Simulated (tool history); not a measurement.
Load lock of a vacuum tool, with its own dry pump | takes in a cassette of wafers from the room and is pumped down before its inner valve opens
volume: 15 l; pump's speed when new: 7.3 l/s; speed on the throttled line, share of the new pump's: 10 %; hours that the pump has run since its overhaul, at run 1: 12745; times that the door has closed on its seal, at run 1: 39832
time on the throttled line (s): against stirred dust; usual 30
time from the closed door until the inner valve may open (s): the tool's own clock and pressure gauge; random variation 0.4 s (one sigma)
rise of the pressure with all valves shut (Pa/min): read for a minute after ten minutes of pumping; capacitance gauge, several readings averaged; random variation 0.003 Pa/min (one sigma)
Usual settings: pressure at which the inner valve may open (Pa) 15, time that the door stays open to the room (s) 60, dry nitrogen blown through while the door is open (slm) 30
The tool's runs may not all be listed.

| run | hour | time on the throttled line (s) | pressure at which the inner valve may open (Pa) | time that the door stays open to the room (s) | dry nitrogen blown through while the door is open (slm) | hours that the pump has run since its overhaul | times that the door has closed on its seal | incoming humidity of the room's air, % | time from the closed door until the inner valve may open (s) | rise of the pressure with all valves shut (Pa/min) |
|---|---|---|---|---|---|---|---|---|---|---|
| 1 | 0.0 | 30 | 15 | 60 | 30 | 12745 | 39832 | 48.4 | 46.6 | 0.427 |
| 2 | 142.1 | 30 | 15 | 60 | 30 | 12887 | 40411 | 47.4 | 47.0 | 0.434 |
| 3 | 400.4 | 30 | 15 | 60 | 30 | 13145 | 41462 | 51.2 | 47.1 | 0.452 |
| 4 | 584.3 | 30 | 15 | 60 | 30 | 13329 | 42210 | 44.4 | 46.9 | 0.454 |
| 5 | 887.0 | 30 | 15 | 60 | 30 | 13632 | 43442 | 43.1 | 47.3 | 0.474 |
| 6 | 1206.4 | 30 | 15 | 60 | 30 | 13951 | 44742 | 45.7 | 47.2 | 0.498 |
| 7 | 1383.0 | 30 | 19 | 60 | 30 | 14128 | 45460 | 43.5 | 46.5 | 0.503 |
| 8 | 1579.3 | 30 | 15 | 35 | 30 | 14324 | 46259 | 44.6 | 46.9 | 0.519 |
| 9 | 1780.5 | 30 | 15 | 35 | 30 | 14525 | 47078 | 49.3 | 47.1 | 0.526 |
| 10 | 2082.2 | 30 | 12 | 190 | 30 | 14827 | 48306 | 47.4 | 48.2 | 0.575 |
| 11 | 2367.4 | 30 | 18 | 179 | 5 | 15112 | 49466 | 42.4 | 46.3 | 0.636 |
| 12 | 2570.9 | 57 | 12 | 60 | 30 | 15315 | 50294 | 45.8 | 72.1 | 0.601 |
| 13 | 2888.1 | 57 | 12 | 60 | 30 | 15633 | 51585 | 43.8 | 71.2 | 0.612 |
| 14 | 3028.9 | 33 | 26 | 62 | 28 | 15773 | 52158 | 44.1 | 48.5 | 0.618 |
| 15 | 3287.9 | 23 | 26 | 54 | 28 | 16032 | 53212 | 46.6 | 39.4 | 0.636 |
| 16 | 3471.4 | 30 | 15 | 54 | 30 | 16216 | 53959 | 47.0 | 47.9 | 0.659 |
| 17 | 3629.8 | 30 | 15 | 54 | 7 | 16374 | 54603 | 42.0 | 48.3 | 0.689 |

3 ways to go on from here, each from the tool as it stands after run 17. What would each give?
|  | 3716.7 | door's seal changed, seat wiped |
| A | 3847.3 | 46 | 18 | 52 | 30 | 16590 | 531 | 44.1 | ? | ? |
|  | 3716.7 | door's seal changed, seat wiped |
| B | 3847.3 | 30 | 15 | 157 | 7 | 16590 | 531 | 44.6 | ? | ? |
|  | 3716.7 | door's seal changed, seat wiped |
| C | 3847.3 | 30 | 14 | 119 | 18 | 16590 | 531 | 43.8 | ? | ? |

| run | time from the closed door until the inner valve may open (s) | rise of the pressure with all valves shut (Pa/min) |
|---|---|---|
| A | 61.6 | 0.037 |
| B | 47.9 | 0.104 |
| C | 47.4 | 0.060 |
Without the tool's hidden state the same runs would have given:
| run | time from the closed door until the inner valve may open (s) | rise of the pressure with all valves shut (Pa/min) |
|---|---|---|
| A | 59.3 | 0.037 |
| B | 45.3 | 0.105 |
| C | 44.9 | 0.061 |
